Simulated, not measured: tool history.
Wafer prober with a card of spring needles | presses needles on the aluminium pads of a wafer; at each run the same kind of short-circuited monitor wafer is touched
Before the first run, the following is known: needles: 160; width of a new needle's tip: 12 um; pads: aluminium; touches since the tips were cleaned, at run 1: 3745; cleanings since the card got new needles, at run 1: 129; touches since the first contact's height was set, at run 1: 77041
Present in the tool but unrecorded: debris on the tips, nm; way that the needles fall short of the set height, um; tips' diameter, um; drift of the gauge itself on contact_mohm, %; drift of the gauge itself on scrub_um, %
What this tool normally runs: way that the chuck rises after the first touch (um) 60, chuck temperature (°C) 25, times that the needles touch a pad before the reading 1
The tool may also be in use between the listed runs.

run   hour  way that the chuck rises after the first touch (um)  chuck temperature (°C)  times that the needles touch a pad before the reading  touches since the tips were cleaned  cleanings since the card got new needles  touches since the first contact's height was set  resistance of one needle with its contact and lead (mohm)  way that a needle slides on the pad (um)
  1      0                                                   60                      25                                                      1                                 3745                                       129                                             77041                                                        299                                     12.58
       1.8  -- tips cleaned on abrasive film
       9.9  -- tips cleaned on abrasive film
      18.4  -- tips cleaned on abrasive film
      26.8  -- tips cleaned on abrasive film
  2   27.9                                                   60                      25                                                      1                                  676                                       133                                             92919                                                        293                                     12.22
      34.3  -- tips cleaned on abrasive film
        41  -- tips cleaned on abrasive film
      49.2  -- tips cleaned on abrasive film
  3   51.2                                                   60                      25                                                      1                                 1130                                       136                                            106140                                                        295                                     12.15
      56.3  -- tips cleaned on abrasive film
      64.4  -- tips cleaned on abrasive film
      72.5  -- tips cleaned on abrasive film
      79.5  -- tips cleaned on abrasive film
  4   79.5                                                   60                      25                                                      1                                    0                                       140                                            122269                                                        277                                     12.14
      87.8  -- tips cleaned on abrasive film
      94.6  -- tips cleaned on abrasive film
       103  -- tips cleaned on abrasive film
  5  104.1                                                   60                      25                                                      1                                  655                                       143                                            136301                                                        290                                     12.02
     110.7  -- tips cleaned on abrasive film, once more
     119.1  -- tips cleaned on abrasive film
  6  125.8                                                   60                      70                                                      1                                 3831                                       145                                            148652                                                        312                                     12.11
     127.5  -- tips cleaned on abrasive film
     135.5  -- tips cleaned on abrasive film
  7  140.9                                                   60                      25                                                      1                                 3076                                       147                                            157239                                                        302                                     11.96
     142.6  -- tips cleaned on abrasive film
     150.6  -- tips cleaned on abrasive film
     158.4  -- tips cleaned on abrasive film
  8  158.8                                                   60                      25                                                      1                                  225                                       150                                            167392                                                        290                                      12.1
     165.2  -- tips cleaned on abrasive film
     173.5  -- tips cleaned on abrasive film
     180.3  -- tips cleaned on abrasive film
  9  182.3                                                   60                      25                                                      1                                 1161                                       153                                            180820                                                        299                                     11.79
     187.5  -- tips cleaned on abrasive film
     195.6  -- tips cleaned on abrasive film
     203.7  -- tips cleaned on abrasive film
     211.8  -- tips cleaned on abrasive film
 10  212.2                                                   60                      25                                                      1                                  234                                       157                                            197802                                                        286                                     11.72
     218.9  -- tips cleaned on abrasive film
 11  225.5                                                   53                      25                                                      1                                 3761                                       158                                            205406                                                        323                                     10.13
     227.2  -- tips cleaned on abrasive film
     235.2  -- tips cleaned on abrasive film
       242  -- tips cleaned on abrasive film
     249.4  -- tips cleaned on abrasive film
 12  249.4                                                   60                      25                                                      2                                    0                                       162                                            218956                                                        276                                     11.66
     257.7  -- tips cleaned on abrasive film
     265.4  -- tips cleaned on abrasive film
     273.3  -- tips cleaned on abrasive film
 13  273.3                                                   60                      25                                                      2                                    0                                       165                                            232592                                                        279                                     11.44
       281  -- tips cleaned on abrasive film
     289.1  -- tips cleaned on abrasive film
       297  -- tips cleaned on abrasive film
 14    299                                                   60                      25                                                      2                                 1165                                       168                                            247232                                                        294                                     11.56
     304.1  -- tips cleaned on abrasive film
     304.4  -- height of the first contact set anew
     312.3  -- tips cleaned on abrasive film
     319.1  -- tips cleaned on abrasive film
 15  323.8                                                   60                      34                                                      3                                 2729                                       171                                             11101                                                        289                                     13.02
     327.3  -- tips cleaned on abrasive film
     335.5  -- tips cleaned on abrasive film
     343.8  -- tips cleaned on abrasive film
 16  346.8                                                   65                      34                                                      3                                 1753                                       174                                             24192                                                        287                                     14.12
       352  -- tips cleaned on abrasive film
     358.8  -- tips cleaned on abrasive film
     366.9  -- tips cleaned on abrasive film
 17  368.9                                                   56                      72                                                      1                                 1143                                       177                                             36745                                                        315                                     12.07
     373.9  -- tips cleaned on abrasive film
     380.7  -- tips cleaned on abrasive film
     388.8  -- tips cleaned on abrasive film
       397  -- tips cleaned on abrasive film
 18  400.9                                                   78                      25                                                      1                                 2215                                       181                                             54957                                                        289                                     16.68
     404.3  -- tips cleaned on abrasive film
     412.8  -- tips cleaned on abrasive film
     421.2  -- tips cleaned on abrasive film
     429.4  -- tips cleaned on abrasive film
 19  431.6                                                   60                      28                                                      1                                 1309                                       185                                             72467                                                        297                                     12.78
     436.8  -- tips cleaned on abrasive film
       445  -- tips cleaned on abrasive film
     451.8  -- tips cleaned on abrasive film
     459.9  -- tips cleaned on abrasive film
 20  461.2                                                   60                      68                                                      1                                  762                                       189                                             89280                                                        304                                     12.71
     467.9  -- tips cleaned on abrasive film
       476  -- tips cleaned on abrasive film
     484.3  -- tips cleaned on abrasive film
 21  488.4                                                   44                      25                                                      3                                 2342                                       192                                            104769                                                        304                                      9.19
     491.7  -- tips cleaned on abrasive film
     499.9  -- tips cleaned on abrasive film
     506.6  -- tips cleaned on abrasive film
 22  511.4                                                   44                      25                                                      3                                 2717                                       195                                            117859                                                        307                                      8.97

For run 23, what comes out?
     514.8  -- tips cleaned on abrasive film
     523.2  -- tips cleaned on abrasive film
       531  -- tips cleaned on abrasive film
 23  531.5                                                   44                      25                                                      3                                  265                                       198                                            129278                                                          ?                                         ?

For run 23 the tool returned resistance of one needle with its contact and lead (mohm) 289, way that a needle slides on the pad (um) 8.87.
Had the tool carried no hidden state, the very same run would have given resistance of one needle with its contact and lead (mohm) 272, way that a needle slides on the pad (um) 9.62.
